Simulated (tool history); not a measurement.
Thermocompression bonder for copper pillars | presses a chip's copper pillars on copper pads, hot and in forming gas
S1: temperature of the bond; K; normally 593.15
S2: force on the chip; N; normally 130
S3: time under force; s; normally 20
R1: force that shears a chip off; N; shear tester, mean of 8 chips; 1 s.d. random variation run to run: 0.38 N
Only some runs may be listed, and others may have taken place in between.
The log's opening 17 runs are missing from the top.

run,hour,S1,S2,S3,R1
18,138.8,592.15,130,29,47.7
19,145,592.15,130,29,47.2
20,152.9,592.15,130,29,48.1
21,161.9,601.15,130,20,44.2
22,167.4,601.15,130,20,44.6
23,177.5,601.15,130,20,44.4
24,184.5,601.15,130,20,44.7
25,194.4,601.15,100,15,34
# hour 201.1: forming gas filter changed
26,201.1,593.15,130,29,53.7
27,206.5,617.15,194,21,68.2
28,215.4,601.15,110,25,48.6
29,221.8,601.15,110,25,48.2
30,226.4,623.15,89,20,46.2
# hour 233.5: force cell calibrated
31,235.3,613.15,171,11,53.1
32,240.6,613.15,171,11,52.7
33,249.1,602.15,171,18,57.7
34,258,604.15,102,13,38.1
35,266.9,597.15,128,35,59.6
36,272.5,583.15,100,11,29.1
37,282.3,583.15,100,11,29.6
38,292.4,583.15,104,16,35.4
39,298.3,617.15,88,51,62
40,308.8,617.15,88,51,61.2

Forecast each of these 4 alternatives for the next run:
A,317.6,593.15,130,18,?
B,317.6,589.15,159,33,?
C,317.6,604.15,185,51,?
D,317.6,609.15,96,51,?

run,R1
A,46.1
B,61.9
C,80.5
D,62.2
Stripped of hidden state, with their random variation kept, the same runs would have yielded:
run,R1
A,46.6
B,62.7
C,81.6
D,62.9

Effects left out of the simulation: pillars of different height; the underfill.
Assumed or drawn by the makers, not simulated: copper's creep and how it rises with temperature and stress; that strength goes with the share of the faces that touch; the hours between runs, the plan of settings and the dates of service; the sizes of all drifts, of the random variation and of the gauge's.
